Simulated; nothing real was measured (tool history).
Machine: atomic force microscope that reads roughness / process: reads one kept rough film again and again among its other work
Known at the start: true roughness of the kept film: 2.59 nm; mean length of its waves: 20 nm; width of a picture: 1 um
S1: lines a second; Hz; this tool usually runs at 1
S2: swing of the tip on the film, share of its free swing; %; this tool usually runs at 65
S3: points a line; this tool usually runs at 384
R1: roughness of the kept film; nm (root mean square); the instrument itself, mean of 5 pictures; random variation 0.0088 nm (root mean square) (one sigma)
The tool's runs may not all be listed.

| run | hour | S1 | S2 | S3 | R1 |
|---|---|---|---|---|---|
| 1 | 0 | 1 | 65 | 384 | 1.935 |
| 2 | 23.9 | 1 | 57 | 384 | 1.856 |
| 3 | 45.9 | 0.91 | 65 | 384 | 1.776 |
| 4 | 64.2 | 0.91 | 65 | 384 | 1.732 |
| 5 | 79.9 | 1 | 65 | 384 | 1.649 |
| 6 | 92.7 | 1 | 65 | 384 | 1.615 |
| 7 | 106.3 | 0.52 | 65 | 384 | 1.61 |
|  | 113.2 | new tip fitted |
| 8 | 123.7 | 0.52 | 65 | 384 | 1.944 |
| 9 | 144.5 | 0.52 | 65 | 384 | 1.852 |
| 10 | 166.1 | 0.52 | 65 | 384 | 1.785 |
| 11 | 176.4 | 1 | 60 | 384 | 1.729 |
| 12 | 189.3 | 1 | 60 | 384 | 1.699 |
| 13 | 212 | 1 | 60 | 384 | 1.646 |
| 14 | 224.3 | 1 | 60 | 384 | 1.587 |
|  | 229.6 | new tip fitted |
| 15 | 235.2 | 0.56 | 65 | 287 | 1.907 |
| 16 | 258.8 | 2.61 | 79 | 367 | 1.523 |
| 17 | 282.4 | 0.72 | 57 | 763 | 1.793 |
| 18 | 297.8 | 3.04 | 58 | 294 | 1.601 |
| 19 | 314.3 | 3.04 | 58 | 294 | 1.563 |
| 20 | 327.1 | 0.99 | 75 | 365 | 1.554 |
|  | 347.5 | new tip fitted |
| 21 | 351.6 | 0.99 | 75 | 362 | 1.869 |
| 22 | 369.8 | 1.32 | 65 | 384 | 1.845 |
| 23 | 393 | 3.9 | 85 | 384 | 1.265 |
| 24 | 408.7 | 1.39 | 68 | 256 | 1.652 |
| 25 | 429.8 | 0.72 | 64 | 256 | 1.658 |
| 26 | 440.6 | 1.44 | 65 | 256 | 1.588 |
|  | 464.9 | new tip fitted |
| 27 | 465.4 | 0.82 | 65 | 743 | 1.999 |

5 ways to go on from here, each from the tool as it stands after run 27. What would each give?
| A | 481.5 | 2.71 | 58 | 743 | ? |
| B | 481.5 | 1.26 | 61 | 743 | ? |
| C | 481.5 | 0.7 | 71 | 781 | ? |
| D | 481.5 | 1.12 | 65 | 743 | ? |
| E | 481.5 | 0.82 | 84 | 743 | ? |

| run | R1 |
|---|---|
| A | 1.862 |
| B | 1.901 |
| C | 1.904 |
| D | 1.899 |
| E | 1.819 |
Without the tool's unlogged condition, the same runs would have read:
| run | R1 |
|---|---|
| A | 1.918 |
| B | 1.958 |
| C | 1.962 |
| D | 1.956 |
| E | 1.874 |

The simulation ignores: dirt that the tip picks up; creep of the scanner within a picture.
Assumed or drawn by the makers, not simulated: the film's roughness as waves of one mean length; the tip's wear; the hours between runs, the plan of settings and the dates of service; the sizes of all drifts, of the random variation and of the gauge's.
